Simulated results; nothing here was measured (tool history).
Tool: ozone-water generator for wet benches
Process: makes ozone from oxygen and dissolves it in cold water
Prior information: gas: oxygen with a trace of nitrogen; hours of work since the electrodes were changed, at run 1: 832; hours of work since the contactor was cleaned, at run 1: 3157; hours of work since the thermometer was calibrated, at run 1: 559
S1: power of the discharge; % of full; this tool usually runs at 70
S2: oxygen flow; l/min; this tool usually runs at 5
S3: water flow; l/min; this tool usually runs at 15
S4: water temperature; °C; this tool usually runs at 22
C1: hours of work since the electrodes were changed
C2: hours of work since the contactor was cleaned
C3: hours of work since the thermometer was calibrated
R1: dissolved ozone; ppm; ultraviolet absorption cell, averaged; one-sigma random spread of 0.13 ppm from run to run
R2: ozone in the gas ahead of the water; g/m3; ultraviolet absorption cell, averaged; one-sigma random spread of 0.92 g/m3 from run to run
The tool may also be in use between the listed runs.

| run | day | S1 | S2 | S3 | S4 | C1 | C2 | C3 | R1 | R2 |
|---|---|---|---|---|---|---|---|---|---|---|
| 1 | 0 | 70 | 5 | 15 | 22 | 832 | 3157 | 559 | 13.5 | 153.8 |
| 2 | 1.217 | 70 | 5 | 15 | 22 | 860 | 3185 | 587 | 13.4 | 154.8 |
| 3 | 2.233 | 70 | 5 | 15 | 22 | 883 | 3208 | 610 | 13.6 | 154.6 |
| 4 | 4.583 | 70 | 5 | 15 | 20 | 936 | 3261 | 663 | 14.1 | 152.1 |
| 5 | 6.629 | 70 | 5 | 15 | 20 | 983 | 3308 | 709 | 13.9 | 153 |
| 6 | 8.075 | 70 | 5 | 15 | 20 | 1015 | 3341 | 742 | 13.9 | 153.5 |
| 7 | 9.275 | 81 | 5 | 15 | 22 | 1043 | 3368 | 769 | 15.4 | 175.8 |
| 8 | 10.225 | 81 | 5 | 15 | 22 | 1064 | 3389 | 791 | 15.7 | 175 |
| 9 | 12.208 | 96 | 6.06 | 10 | 14 | 1109 | 3434 | 836 | 28.2 | 182.1 |
| 10 | 13.367 | 70 | 5.75 | 15 | 22 | 1135 | 3460 | 862 | 13.1 | 139.8 |
| 11 | 15.704 | 72 | 6.68 | 15 | 27 | 1188 | 3513 | 915 | 11.8 | 131.3 |
| 12 | 16.942 | 45 | 6.68 | 15 | 18 | 1216 | 3541 | 943 | 8.9 | 84.2 |
| 13 | 17.996 | 45 | 6.68 | 15 | 18 | 1240 | 3565 | 967 | 9 | 85.1 |
| 14 | 19.325 | 45 | 6.68 | 15 | 18 | 1270 | 3595 | 997 | 8.9 | 83.6 |
| 15 | 20.933 | 45 | 6.68 | 20 | 18 | 1307 | 3632 | 1034 | 7 | 84.4 |
| 16 | 22.9 | 72 | 6.68 | 20 | 18 | 1351 | 3676 | 1078 | 10.8 | 129.9 |

Alternative continuations, all from the tool just after run 16; predict every row:
| A | 24.038 | 66 | 4.1 | 20 | 15 | 1377 | 3702 | 1104 | ? | ? |
| B | 24.038 | 87 | 5 | 10 | 15 | 1377 | 3702 | 1104 | ? | ? |
| C | 24.038 | 63 | 6.84 | 20 | 18 | 1377 | 3702 | 1104 | ? | ? |
| D | 24.038 | 70 | 7.15 | 20 | 22 | 1377 | 3702 | 1104 | ? | ? |

| run | R1 | R2 |
|---|---|---|
| A | 10.8 | 167.8 |
| B | 26.4 | 187.7 |
| C | 9.4 | 114.4 |
| D | 9.7 | 121.1 |
With no hidden state in the tool, these same runs would have given:
| run | R1 | R2 |
|---|---|---|
| A | 10.8 | 167.9 |
| B | 26.5 | 187.8 |
| C | 9.4 | 114.4 |
| D | 9.7 | 121.2 |
